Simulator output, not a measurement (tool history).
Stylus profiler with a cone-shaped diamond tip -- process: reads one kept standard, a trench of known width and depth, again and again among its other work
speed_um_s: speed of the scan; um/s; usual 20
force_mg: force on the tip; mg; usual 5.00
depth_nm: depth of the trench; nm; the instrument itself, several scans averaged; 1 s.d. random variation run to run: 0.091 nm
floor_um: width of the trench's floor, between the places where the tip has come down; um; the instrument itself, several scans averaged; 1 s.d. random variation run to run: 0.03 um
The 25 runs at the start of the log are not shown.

{"run": 26, "hour": 690.1, "speed_um_s": 12, "force_mg": 2.18, "depth_nm": 202.82, "floor_um": 28.18}
{"run": 27, "hour": 727.8, "speed_um_s": 35, "force_mg": 9.1, "depth_nm": 207.21, "floor_um": 28.16}
{"run": 28, "hour": 759.4, "speed_um_s": 20, "force_mg": 11.48, "depth_nm": 208.25, "floor_um": 28.25}
{"run": 29, "hour": 793.5, "speed_um_s": 38, "force_mg": 5.23, "depth_nm": 204.91, "floor_um": 28.14}
{"run": 30, "hour": 822.7, "speed_um_s": 54, "force_mg": 4.84, "depth_nm": 204.6, "floor_um": 28.07}
{"run": 31, "hour": 847.6, "speed_um_s": 54, "force_mg": 4.84, "depth_nm": 204.8, "floor_um": 28.08}
{"run": 32, "hour": 867.1, "speed_um_s": 54, "force_mg": 7.76, "depth_nm": 206.34, "floor_um": 28.09}
{"run": 33, "hour": 904.8, "speed_um_s": 21, "force_mg": 1.79, "depth_nm": 202.36, "floor_um": 28.13}
{"run": 34, "hour": 930.5, "speed_um_s": 21, "force_mg": 1.79, "depth_nm": 202.25, "floor_um": 28.16}
{"run": 35, "hour": 955.7, "speed_um_s": 14, "force_mg": 6.07, "depth_nm": 205.48, "floor_um": 28.2}
{"run": 36, "hour": 978.1, "speed_um_s": 16, "force_mg": 4.8, "depth_nm": 204.52, "floor_um": 28.22}
{"run": 37, "hour": 999.2, "speed_um_s": 12, "force_mg": 9.13, "depth_nm": 207.2, "floor_um": 28.19}

Each row is a separate what-if for the run after 37, all from the same tool condition, not one after another. Results?
{"run": "A", "hour": 1031.2, "speed_um_s": 7, "force_mg": 6.14, "depth_nm": "?", "floor_um": "?"}
{"run": "B", "hour": 1031.2, "speed_um_s": 26, "force_mg": 10.35, "depth_nm": "?", "floor_um": "?"}
{"run": "C", "hour": 1031.2, "speed_um_s": 20, "force_mg": 5.0, "depth_nm": "?", "floor_um": "?"}
{"run": "D", "hour": 1031.2, "speed_um_s": 11, "force_mg": 1.78, "depth_nm": "?", "floor_um": "?"}

run=A depth_nm=205.42 floor_um=28.20
run=B depth_nm=207.63 floor_um=28.23
run=C depth_nm=204.76 floor_um=28.22
run=D depth_nm=202.36 floor_um=28.25
Take away the tool's hidden state, keep each run's random variation, and the runs would have read:
run=A depth_nm=205.42 floor_um=28.21
run=B depth_nm=207.63 floor_um=28.24
run=C depth_nm=204.76 floor_um=28.23
run=D depth_nm=202.36 floor_um=28.25
